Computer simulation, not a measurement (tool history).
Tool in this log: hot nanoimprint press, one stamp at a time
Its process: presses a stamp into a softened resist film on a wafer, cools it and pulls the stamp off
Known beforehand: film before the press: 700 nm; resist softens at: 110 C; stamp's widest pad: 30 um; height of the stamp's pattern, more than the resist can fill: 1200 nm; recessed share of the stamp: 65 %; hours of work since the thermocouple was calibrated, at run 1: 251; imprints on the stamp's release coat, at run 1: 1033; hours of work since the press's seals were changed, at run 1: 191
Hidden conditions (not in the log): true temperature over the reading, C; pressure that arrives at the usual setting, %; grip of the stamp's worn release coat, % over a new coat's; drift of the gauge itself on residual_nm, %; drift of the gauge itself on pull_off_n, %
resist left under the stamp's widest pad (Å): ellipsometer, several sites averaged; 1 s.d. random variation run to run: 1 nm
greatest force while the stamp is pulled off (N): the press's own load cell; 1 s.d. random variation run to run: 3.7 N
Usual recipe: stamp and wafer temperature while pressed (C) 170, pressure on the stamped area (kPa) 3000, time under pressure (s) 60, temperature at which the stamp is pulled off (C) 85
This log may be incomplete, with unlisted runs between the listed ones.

run,hour,stamp and wafer temperature while pressed (C),pressure on the stamped area (kPa),time under pressure (s),temperature at which the stamp is pulled off (C),hours of work since the thermocouple was calibrated,imprints on the stamp's release coat,hours of work since the press's seals were changed,resist left under the stamp's widest pad (Å),greatest force while the stamp is pulled off (N)
1,0.0,170,3000,60,85,251,1033,191,3881,244
2,27.6,170,3020,60,85,272,1147,212,3853,257
3,42.2,170,3020,60,85,284,1208,223,3847,251
4,60.1,170,3020,60,85,297,1282,236,3873,254
5,93.8,170,3020,60,85,323,1422,262,3871,274
6,108.3,170,3020,60,85,334,1481,273,3844,277
7,137.7,164,3000,60,85,357,1603,296,4907,281
8,155.4,164,3000,60,79,370,1677,309,4911,308
9,177.5,164,3000,60,79,387,1768,326,4902,316

Run 10 has not been measured yet. What should we expect?
10,209.1,173,3370,60,79,411,1899,350,?,?

resist left under the stamp's widest pad (Å): 3176
greatest force while the stamp is pulled off (N): 328
Minus the tool's unlogged condition, the same run would have read resist left under the stamp's widest pad (Å) 3286, greatest force while the stamp is pulled off (N) 190.
